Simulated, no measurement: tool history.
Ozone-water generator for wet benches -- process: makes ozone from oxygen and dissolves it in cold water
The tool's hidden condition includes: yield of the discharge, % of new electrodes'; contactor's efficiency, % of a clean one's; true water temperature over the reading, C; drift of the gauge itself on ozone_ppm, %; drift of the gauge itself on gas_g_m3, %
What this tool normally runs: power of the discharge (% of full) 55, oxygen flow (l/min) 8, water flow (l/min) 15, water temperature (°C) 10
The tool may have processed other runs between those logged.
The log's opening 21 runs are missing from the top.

run	hour	power of the discharge (% of full)	oxygen flow (l/min)	water flow (l/min)	water temperature (°C)	hours of work since the electrodes were changed	hours of work since the contactor was cleaned	hours of work since the thermometer was calibrated	dissolved ozone (ppm)	ozone in the gas ahead of the water (g/m3)
22	1887	48	8	15	17	2880	5230	1359	12.6	108.8
23	1940.2	45	5.28	15	17	2921	5271	1400	11.4	117.7
24	1993.8	45	6.04	13	5	2962	5313	1441	16	112.1
25	2058.5	45	4.5	13	9	3012	5363	1491	14.3	124.7
26	2160.8	45	4.5	13	9	3091	5442	1571	14.3	124.8
27	2279.4	55	8	15	10	3183	5534	1662	16.1	120.1
28	2390.9	63	11.68	15	5	3269	5620	1749	20.6	118.7
29	2493.7	64	8	22	10	3349	5699	1828	12.8	138.8
30	2620.4	64	8	22	10	3447	5797	1926	12.7	136.7
31	2704.7	64	8	22	10	3512	5862	1991	12.7	136.6
32	2784.7	64	8	13	7	3574	5924	2053	21.2	136.3

Below are 3 alternative next runs, each starting from the tool's condition after run 32. Predict each:
A	2906.4	45	8	22	10	3668	6019	2147	?	?
B	2906.4	55	10.05	15	10	3668	6019	2147	?	?
C	2906.4	50	8	15	10	3668	6019	2147	?	?

run	dissolved ozone (ppm)	ozone in the gas ahead of the water (g/m3)
A	9.3	102
B	16.2	110.2
C	14.5	111.7
What these runs would have given with no unlogged condition in the tool:
run	dissolved ozone (ppm)	ozone in the gas ahead of the water (g/m3)
A	10.7	106.3
B	18.6	116.3
C	16.5	117.1
